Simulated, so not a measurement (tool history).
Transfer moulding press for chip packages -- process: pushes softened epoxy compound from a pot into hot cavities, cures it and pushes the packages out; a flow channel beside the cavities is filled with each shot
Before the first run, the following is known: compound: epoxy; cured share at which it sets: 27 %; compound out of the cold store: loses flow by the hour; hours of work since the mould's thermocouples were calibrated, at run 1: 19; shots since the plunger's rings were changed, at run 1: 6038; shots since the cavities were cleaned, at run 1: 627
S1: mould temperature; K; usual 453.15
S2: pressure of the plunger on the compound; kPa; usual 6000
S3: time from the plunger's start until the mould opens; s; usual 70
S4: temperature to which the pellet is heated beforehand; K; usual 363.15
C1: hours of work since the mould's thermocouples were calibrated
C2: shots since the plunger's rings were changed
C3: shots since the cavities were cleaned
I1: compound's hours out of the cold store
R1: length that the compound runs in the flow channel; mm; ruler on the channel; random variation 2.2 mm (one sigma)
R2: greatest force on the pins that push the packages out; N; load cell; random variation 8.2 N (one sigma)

{"run": 1, "hour": 0.0, "S1": 453.15, "S2": 6000, "S3": 70, "S4": 363.15, "C1": 19, "C2": 6038, "C3": 627, "I1": 47.7, "R1": 438, "R2": 431}
{"hour": 4.8, "done": "plunger's sealing rings changed"}
{"hour": 12.2, "done": "cavities cleaned with cleaning compound and waxed"}
{"run": 2, "hour": 13.0, "S1": 453.15, "S2": 6000, "S3": 70, "S4": 363.15, "C1": 26, "C2": 122, "C3": 15, "I1": 38.5, "R1": 475, "R2": 359}
{"run": 3, "hour": 20.4, "S1": 453.15, "S2": 6000, "S3": 70, "S4": 363.15, "C1": 32, "C2": 256, "C3": 149, "I1": 21.4, "R1": 512, "R2": 420}
{"run": 4, "hour": 29.7, "S1": 453.15, "S2": 6000, "S3": 70, "S4": 363.15, "C1": 39, "C2": 424, "C3": 317, "I1": 22.6, "R1": 511, "R2": 449}
{"run": 5, "hour": 45.5, "S1": 453.15, "S2": 6000, "S3": 86, "S4": 363.15, "C1": 52, "C2": 709, "C3": 602, "I1": 42.0, "R1": 467, "R2": 333}
{"hour": 56.5, "done": "cavities cleaned with cleaning compound and waxed"}
{"run": 6, "hour": 61.4, "S1": 453.15, "S2": 6000, "S3": 70, "S4": 363.15, "C1": 63, "C2": 970, "C3": 89, "I1": 23.1, "R1": 508, "R2": 400}
{"run": 7, "hour": 71.6, "S1": 453.15, "S2": 6000, "S3": 70, "S4": 363.15, "C1": 71, "C2": 1154, "C3": 273, "I1": 34.0, "R1": 480, "R2": 412}
{"run": 8, "hour": 85.7, "S1": 453.15, "S2": 6000, "S3": 70, "S4": 363.15, "C1": 83, "C2": 1409, "C3": 528, "I1": 39.3, "R1": 465, "R2": 444}
{"hour": 101.2, "done": "cavities cleaned with cleaning compound and waxed"}
{"run": 9, "hour": 101.2, "S1": 454.15, "S2": 6000, "S3": 70, "S4": 363.15, "C1": 94, "C2": 1663, "C3": 0, "I1": 13.3, "R1": 527, "R2": 363}
{"run": 10, "hour": 108.7, "S1": 453.15, "S2": 6000, "S3": 70, "S4": 363.15, "C1": 100, "C2": 1797, "C3": 134, "I1": 22.3, "R1": 506, "R2": 387}
{"run": 11, "hour": 120.6, "S1": 457.15, "S2": 6000, "S3": 70, "S4": 363.15, "C1": 109, "C2": 2012, "C3": 349, "I1": 20.7, "R1": 497, "R2": 352}
{"run": 12, "hour": 127.3, "S1": 457.15, "S2": 6000, "S3": 70, "S4": 363.15, "C1": 114, "C2": 2133, "C3": 470, "I1": 28.7, "R1": 481, "R2": 356}
{"run": 13, "hour": 136.2, "S1": 457.15, "S2": 6000, "S3": 70, "S4": 363.15, "C1": 122, "C2": 2296, "C3": 633, "I1": 8.6, "R1": 529, "R2": 410}
{"run": 14, "hour": 142.8, "S1": 457.15, "S2": 6000, "S3": 51, "S4": 363.15, "C1": 127, "C2": 2415, "C3": 752, "I1": 37.5, "R1": 461, "R2": 902}
{"hour": 145.9, "done": "cavities cleaned with cleaning compound and waxed"}
{"run": 15, "hour": 151.2, "S1": 457.15, "S2": 6000, "S3": 51, "S4": 363.15, "C1": 132, "C2": 2539, "C3": 96, "I1": 28.6, "R1": 480, "R2": 709}
{"run": 16, "hour": 157.9, "S1": 457.15, "S2": 6000, "S3": 51, "S4": 363.15, "C1": 138, "C2": 2661, "C3": 218, "I1": 26.6, "R1": 485, "R2": 756}
{"run": 17, "hour": 173.3, "S1": 457.15, "S2": 6060, "S3": 72, "S4": 360.15, "C1": 150, "C2": 2938, "C3": 495, "I1": 21.3, "R1": 503, "R2": 362}
{"run": 18, "hour": 185.6, "S1": 457.15, "S2": 6060, "S3": 72, "S4": 360.15, "C1": 159, "C2": 3161, "C3": 718, "I1": 19.3, "R1": 505, "R2": 366}
{"hour": 191.0, "done": "cavities cleaned with cleaning compound and waxed"}
{"run": 19, "hour": 202.1, "S1": 447.15, "S2": 7040, "S3": 99, "S4": 366.15, "C1": 171, "C2": 3432, "C3": 200, "I1": 19.0, "R1": 573, "R2": 305}
{"run": 20, "hour": 213.7, "S1": 447.15, "S2": 7040, "S3": 99, "S4": 366.15, "C1": 181, "C2": 3643, "C3": 411, "I1": 17.7, "R1": 573, "R2": 334}
{"run": 21, "hour": 221.2, "S1": 460.15, "S2": 7040, "S3": 62, "S4": 363.15, "C1": 187, "C2": 3778, "C3": 546, "I1": 46.0, "R1": 469, "R2": 390}
{"run": 22, "hour": 229.8, "S1": 453.15, "S2": 6000, "S3": 109, "S4": 357.15, "C1": 193, "C2": 3934, "C3": 702, "I1": 45.4, "R1": 446, "R2": 288}
{"hour": 235.8, "done": "cavities cleaned with cleaning compound and waxed"}
{"run": 23, "hour": 244.8, "S1": 459.15, "S2": 5940, "S3": 92, "S4": 363.15, "C1": 204, "C2": 4178, "C3": 164, "I1": 34.5, "R1": 455, "R2": 242}
{"run": 24, "hour": 254.3, "S1": 459.15, "S2": 5940, "S3": 92, "S4": 363.15, "C1": 212, "C2": 4349, "C3": 335, "I1": 34.1, "R1": 457, "R2": 255}

Expected results for the next run?
{"run": 25, "hour": 265.7, "S1": 459.15, "S2": 5940, "S3": 92, "S4": 363.15, "C1": 221, "C2": 4555, "C3": 541, "I1": 35.1, "R1": "?", "R2": "?"}

R1: 456 mm
R2: 270 N
Without the tool's hidden state the same run would have given R1 469 mm, R2 204 N.
